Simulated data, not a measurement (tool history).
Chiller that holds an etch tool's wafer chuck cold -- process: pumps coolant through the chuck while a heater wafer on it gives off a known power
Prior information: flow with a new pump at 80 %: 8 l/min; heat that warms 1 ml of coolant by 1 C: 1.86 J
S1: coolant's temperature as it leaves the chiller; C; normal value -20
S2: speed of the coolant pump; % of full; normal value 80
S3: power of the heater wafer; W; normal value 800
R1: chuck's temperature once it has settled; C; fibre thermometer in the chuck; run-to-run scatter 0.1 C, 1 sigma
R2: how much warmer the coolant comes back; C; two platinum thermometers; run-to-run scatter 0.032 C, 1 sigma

run,hour,S1,S2,S3,R1,R2
1,0,-20,80,800,-10.6,3.2
2,33.3,-17,80,800,-7.5,3.25
3,95.7,-17,80,800,-7.7,3.21
4,159.1,-17,80,800,-7.6,3.3
5,201.9,-17,80,800,-7.6,3.25
6,264.8,-20,80,800,-10.6,3.28
7,324.9,-20,80,800,-10.7,3.24
8,372.4,-20,80,602,-13,2.5
9,432.5,-20,68,800,-9.6,3.85
10,466.8,-19,80,800,-9.7,3.3
11,496.9,-19,80,800,-9.5,3.25
12,534.5,-19,65,798,-8.3,4.04
13,590.1,-19,65,798,-8.4,4.11
14,620.3,-30,85,522,-23.9,2.03
15,680.4,-28,85,829,-18.6,3.23
16,711.6,-16,71,800,-6,3.75
17,770.2,-16,71,800,-5.9,3.69
18,796.7,-11,94,845,-1.8,2.99
19,835.9,-12,62,919,0.5,4.88

Table of differences, measured result less the result of that run with no hidden state. Run-to-run variation is the same in both. Gauge scatter possibly is not:
What the log doesn't record here: heat passed by the chuck's channels, % of clean ones'; flow at a given pump speed, % of a new pump's; coolant's true temperature over the reading, C; drift of the gauge itself on chuck_c, C; drift of the gauge itself on warmer_back_c, C.
run,R2
1,+0
2,+0
3,+0.01
4,+0.02
5,+0.02
6,+0.03
7,+0.04
8,+0.03
9,+0.04
10,+0.05
11,+0.04
12,+0.05
13,+0.06
14,+0.06
15,+0.07
16,+0.07
17,+0.07
18,+0.07
19,+0.08
For R1, the difference is zero in each run.

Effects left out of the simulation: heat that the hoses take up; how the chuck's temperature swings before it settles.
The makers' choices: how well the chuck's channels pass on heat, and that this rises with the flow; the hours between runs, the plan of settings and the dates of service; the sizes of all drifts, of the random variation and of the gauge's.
